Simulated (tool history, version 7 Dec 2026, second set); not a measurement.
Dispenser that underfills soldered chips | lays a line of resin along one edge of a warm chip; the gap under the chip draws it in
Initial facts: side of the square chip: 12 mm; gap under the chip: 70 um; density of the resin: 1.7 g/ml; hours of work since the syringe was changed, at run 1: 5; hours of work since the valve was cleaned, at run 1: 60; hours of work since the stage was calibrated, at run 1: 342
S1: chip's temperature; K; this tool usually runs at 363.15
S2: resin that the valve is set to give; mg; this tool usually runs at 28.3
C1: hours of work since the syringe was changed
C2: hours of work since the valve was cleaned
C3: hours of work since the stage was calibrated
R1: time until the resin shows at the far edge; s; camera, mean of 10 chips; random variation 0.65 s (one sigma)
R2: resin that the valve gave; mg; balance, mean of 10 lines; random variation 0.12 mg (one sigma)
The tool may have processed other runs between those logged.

{"run": 1, "hour": 0.0, "S1": 363.15, "S2": 28.3, "C1": 5, "C2": 60, "C3": 342, "R1": 76.2, "R2": 27.31}
{"hour": 3.1, "done": "new syringe of resin"}
{"run": 2, "hour": 9.1, "S1": 363.15, "S2": 29.7, "C1": 5, "C2": 67, "C3": 349, "R1": 74.9, "R2": 28.53}
{"hour": 13.1, "done": "new syringe of resin"}
{"run": 3, "hour": 19.0, "S1": 363.15, "S2": 29.7, "C1": 5, "C2": 74, "C3": 356, "R1": 74.7, "R2": 28.47}
{"hour": 23.5, "done": "new syringe of resin"}
{"run": 4, "hour": 30.8, "S1": 363.15, "S2": 29.7, "C1": 5, "C2": 83, "C3": 365, "R1": 78.1, "R2": 28.11}
{"hour": 34.0, "done": "new syringe of resin"}
{"run": 5, "hour": 37.0, "S1": 363.15, "S2": 32.7, "C1": 2, "C2": 87, "C3": 369, "R1": 67.7, "R2": 30.89}
{"hour": 44.6, "done": "new syringe of resin"}
{"run": 6, "hour": 49.4, "S1": 363.15, "S2": 32.7, "C1": 4, "C2": 96, "C3": 379, "R1": 72.0, "R2": 30.86}
{"hour": 54.9, "done": "new syringe of resin"}
{"run": 7, "hour": 55.4, "S1": 351.15, "S2": 28.3, "C1": 0, "C2": 101, "C3": 383, "R1": 115.0, "R2": 26.71}
{"run": 8, "hour": 61.1, "S1": 367.15, "S2": 28.3, "C1": 5, "C2": 105, "C3": 387, "R1": 64.0, "R2": 26.48}
{"hour": 65.1, "done": "new syringe of resin"}
{"run": 9, "hour": 73.4, "S1": 367.15, "S2": 28.3, "C1": 6, "C2": 114, "C3": 396, "R1": 66.4, "R2": 26.13}
{"hour": 75.6, "done": "new syringe of resin"}
{"run": 10, "hour": 80.8, "S1": 367.15, "S2": 28.3, "C1": 4, "C2": 119, "C3": 402, "R1": 62.0, "R2": 26.04}
{"hour": 85.5, "done": "new syringe of resin"}
{"run": 11, "hour": 86.5, "S1": 363.15, "S2": 28.3, "C1": 1, "C2": 123, "C3": 406, "R1": 67.2, "R2": 26.16}
{"hour": 88.1, "done": "dispensing valve cleaned and set on the balance"}
{"hour": 96.5, "done": "new syringe of resin"}
{"run": 12, "hour": 99.4, "S1": 363.15, "S2": 28.3, "C1": 2, "C2": 8, "C3": 414, "R1": 70.7, "R2": 28.2}
{"hour": 106.6, "done": "new syringe of resin"}
{"run": 13, "hour": 108.8, "S1": 363.15, "S2": 28.3, "C1": 2, "C2": 15, "C3": 421, "R1": 68.5, "R2": 28.18}
{"run": 14, "hour": 114.0, "S1": 363.15, "S2": 25.5, "C1": 6, "C2": 19, "C3": 425, "R1": 80.4, "R2": 25.26}
{"hour": 116.9, "done": "new syringe of resin"}
{"run": 15, "hour": 124.0, "S1": 352.15, "S2": 26.5, "C1": 5, "C2": 26, "C3": 433, "R1": 135.9, "R2": 25.95}
{"hour": 126.8, "done": "new syringe of resin"}
{"run": 16, "hour": 131.1, "S1": 365.15, "S2": 25.7, "C1": 3, "C2": 32, "C3": 438, "R1": 68.3, "R2": 25.36}
{"hour": 136.5, "done": "new syringe of resin"}
{"run": 17, "hour": 141.6, "S1": 376.15, "S2": 26.7, "C1": 4, "C2": 39, "C3": 445, "R1": 41.9, "R2": 26.36}
{"hour": 147.2, "done": "new syringe of resin"}
{"run": 18, "hour": 152.9, "S1": 376.15, "S2": 26.7, "C1": 4, "C2": 48, "C3": 454, "R1": 42.5, "R2": 26.1}
{"hour": 157.2, "done": "new syringe of resin"}
{"run": 19, "hour": 163.2, "S1": 357.15, "S2": 35.5, "C1": 5, "C2": 55, "C3": 461, "R1": 101.3, "R2": 34.52}
{"hour": 167.3, "done": "new syringe of resin"}
{"run": 20, "hour": 169.8, "S1": 349.15, "S2": 25.3, "C1": 2, "C2": 60, "C3": 466, "R1": 144.4, "R2": 24.29}
{"hour": 177.5, "done": "new syringe of resin"}
{"run": 21, "hour": 181.0, "S1": 362.15, "S2": 26.2, "C1": 3, "C2": 68, "C3": 474, "R1": 77.0, "R2": 25.22}
{"hour": 187.6, "done": "new syringe of resin"}
{"run": 22, "hour": 192.7, "S1": 362.15, "S2": 26.2, "C1": 4, "C2": 77, "C3": 483, "R1": 78.9, "R2": 24.91}
{"hour": 197.4, "done": "new syringe of resin"}
{"run": 23, "hour": 202.5, "S1": 362.15, "S2": 26.2, "C1": 4, "C2": 84, "C3": 490, "R1": 79.6, "R2": 24.81}
{"hour": 207.5, "done": "new syringe of resin"}
{"run": 24, "hour": 212.5, "S1": 364.15, "S2": 36.6, "C1": 4, "C2": 91, "C3": 497, "R1": 74.2, "R2": 34.66}
{"hour": 217.6, "done": "new syringe of resin"}
{"run": 25, "hour": 224.4, "S1": 358.15, "S2": 35.0, "C1": 5, "C2": 100, "C3": 506, "R1": 98.4, "R2": 32.89}

Predict each of these 3 candidate next runs independently; none follows another, all start after run 25:
{"hour": 227.5, "done": "new syringe of resin"}
{"run": "A", "hour": 232.0, "S1": 358.15, "S2": 34.4, "C1": 3, "C2": 106, "C3": 512, "R1": "?", "R2": "?"}
{"hour": 227.5, "done": "new syringe of resin"}
{"run": "B", "hour": 232.0, "S1": 358.15, "S2": 34.5, "C1": 3, "C2": 106, "C3": 512, "R1": "?", "R2": "?"}
{"hour": 227.5, "done": "new syringe of resin"}
{"run": "C", "hour": 232.0, "S1": 356.15, "S2": 26.6, "C1": 3, "C2": 106, "C3": 512, "R1": "?", "R2": "?"}

run=A R1=94.7 R2=32.32
run=B R1=94.6 R2=32.35
run=C R1=107.3 R2=24.89
Take away the tool's hidden state, keep each run's random variation, and the runs would have read:
run=A R1=71.9 R2=34.48
run=B R1=71.9 R2=34.52
run=C R1=80.9 R2=26.57
